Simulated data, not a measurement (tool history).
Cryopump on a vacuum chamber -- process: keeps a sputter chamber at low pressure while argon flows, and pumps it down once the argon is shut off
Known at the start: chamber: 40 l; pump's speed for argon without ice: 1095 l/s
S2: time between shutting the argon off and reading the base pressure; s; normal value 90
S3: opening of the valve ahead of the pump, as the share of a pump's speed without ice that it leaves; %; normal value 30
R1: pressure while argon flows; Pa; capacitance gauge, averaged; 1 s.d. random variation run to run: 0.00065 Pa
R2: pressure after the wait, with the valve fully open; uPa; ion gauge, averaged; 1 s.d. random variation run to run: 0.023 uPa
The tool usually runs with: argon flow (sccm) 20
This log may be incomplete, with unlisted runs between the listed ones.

Run 1, hour 0.0: usual settings. Result: R1 0.1067 Pa, R2 1.89 uPa.
Run 2, hour 46.5: usual settings. Result: R1 0.1075 Pa, R2 1.99 uPa.
Run 3, hour 90.2: usual settings but S3 42 %. Result: R1 0.0803 Pa, R2 2.04 uPa.
Run 4, hour 136.3: usual settings but S3 42 %. Result: R1 0.0818 Pa, R2 2.16 uPa.
Run 5, hour 159.1: usual settings but S3 42 %. Result: R1 0.0797 Pa, R2 2.22 uPa.
Run 6, hour 185.7: usual settings but S3 42 %. Result: R1 0.0813 Pa, R2 2.27 uPa.
Run 7, hour 236.1: usual settings but S3 42 %. Result: R1 0.0824 Pa, R2 2.45 uPa.
Run 8, hour 284.1: usual settings but S3 42 %. Result: R1 0.0845 Pa, R2 2.48 uPa.
Run 9, hour 320.3: usual settings but S3 42 %. Result: R1 0.0863 Pa, R2 2.67 uPa.
Run 10, hour 347.3: usual settings but S2 67 s. Result: R1 0.1159 Pa, R2 2.86 uPa.
At hour 361.1: pump warmed up, emptied and cooled again.
Run 11, hour 389.6: usual settings but S2 67 s. Result: R1 0.1039 Pa, R2 2.31 uPa.
Run 12, hour 429.9: usual settings. Result: R1 0.1038 Pa, R2 2.14 uPa.
Run 13, hour 474.5: usual settings. Result: R1 0.1049 Pa, R2 2.31 uPa.
Run 14, hour 499.4: usual settings. Result: R1 0.1053 Pa, R2 2.25 uPa.
Run 15, hour 547.2: usual settings. Result: R1 0.1064 Pa, R2 2.45 uPa.
Run 16, hour 577.1: usual settings. Result: R1 0.1079 Pa, R2 2.50 uPa.
Run 17, hour 606.6: usual settings. Result: R1 0.1083 Pa, R2 2.52 uPa.
Run 18, hour 640.9: usual settings but argon flow (sccm) 11, S2 212 s. Result: R1 0.0591 Pa, R2 2.36 uPa.
Run 19, hour 689.3: usual settings but argon flow (sccm) 11, S2 212 s. Result: R1 0.0599 Pa, R2 2.42 uPa.
Run 20, hour 729.4: usual settings but argon flow (sccm) 22, S2 170 s, S3 16 %. Result: R1 0.2192 Pa, R2 2.56 uPa.
Run 21, hour 767.6: usual settings but argon flow (sccm) 28, S2 170 s, S3 33 %. Result: R1 0.1432 Pa, R2 2.68 uPa.
Run 22, hour 794.0: usual settings but argon flow (sccm) 28, S2 170 s, S3 18 %. Result: R1 0.2538 Pa, R2 2.83 uPa.
Run 23, hour 827.9: usual settings but argon flow (sccm) 28, S2 170 s, S3 18 %. Result: R1 0.2549 Pa, R2 2.85 uPa.
Run 24, hour 863.5: usual settings but argon flow (sccm) 19, S2 170 s, S3 44 %. Result: R1 0.0778 Pa, R2 2.96 uPa.
At hour 914.5: pump warmed up, emptied and cooled again.
Run 25, hour 918.7: usual settings but argon flow (sccm) 37, S2 197 s, S3 23 %. Result: R1 0.2476 Pa, R2 2.26 uPa.
Run 26, hour 954.9: usual settings but argon flow (sccm) 37, S2 197 s, S3 23 %. Result: R1 0.2496 Pa, R2 2.28 uPa.
Run 27, hour 980.1: usual settings but argon flow (sccm) 37, S2 96 s, S3 46 %. Result: R1 0.1274 Pa, R2 2.57 uPa.
Run 28, hour 1005.2: usual settings but S2 28 s, S3 23 %. Result: R1 0.1354 Pa, R2 3.73 uPa.
Run 29, hour 1055.5: usual settings but S2 28 s, S3 23 %. Result: R1 0.1381 Pa, R2 3.80 uPa.
Run 30, hour 1089.2: usual settings but S2 28 s, S3 23 %. Result: R1 0.1358 Pa, R2 3.87 uPa.
Run 31, hour 1137.4: usual settings but argon flow (sccm) 9, S2 42 s. Result: R1 0.0486 Pa, R2 3.45 uPa.
Run 32, hour 1159.9: usual settings but argon flow (sccm) 30, S2 52 s, S3 20 %. Result: R1 0.2390 Pa, R2 3.46 uPa.
Run 33, hour 1206.5: usual settings but argon flow (sccm) 13, S2 52 s, S3 29 %. Result: R1 0.0729 Pa, R2 3.41 uPa.

Below, some changes in R1 between adjacent runs. For each, the amount present without the hidden state too (settings, incoming material, random variation) and the amount remaining for the hidden state with gauge scatter not shared by both compared results:
Unlogged tool condition in this case: pump's speed, % of a pump's without ice; cold plate's temperature, K; leak into the chamber, uPa l/s; drift of the gauge itself on working_pa, %; drift of the gauge itself on base_upa, %.
Run 10 -> 11: pump warmed up, emptied and cooled again. R1 -0.0120 Pa: hidden state -0.0117, all else -0.0003.
Run 23 -> 24: argon flow (sccm) 28 -> 19, S3 18 -> 44. R1 -0.1771 Pa: hidden state -0.0035, all else -0.1736.
Run 24 -> 25: argon flow (sccm) 19 -> 37, S2 170 -> 197, S3 44 -> 23, pump warmed up, emptied and cooled again. R1 +0.1698 Pa: hidden state -0.0098, all else +0.1796.
Run 31 -> 32: argon flow (sccm) 9 -> 30, S2 42 -> 52, S3 30 -> 20. R1 +0.1904 Pa: hidden state +0.0054, all else +0.1850.

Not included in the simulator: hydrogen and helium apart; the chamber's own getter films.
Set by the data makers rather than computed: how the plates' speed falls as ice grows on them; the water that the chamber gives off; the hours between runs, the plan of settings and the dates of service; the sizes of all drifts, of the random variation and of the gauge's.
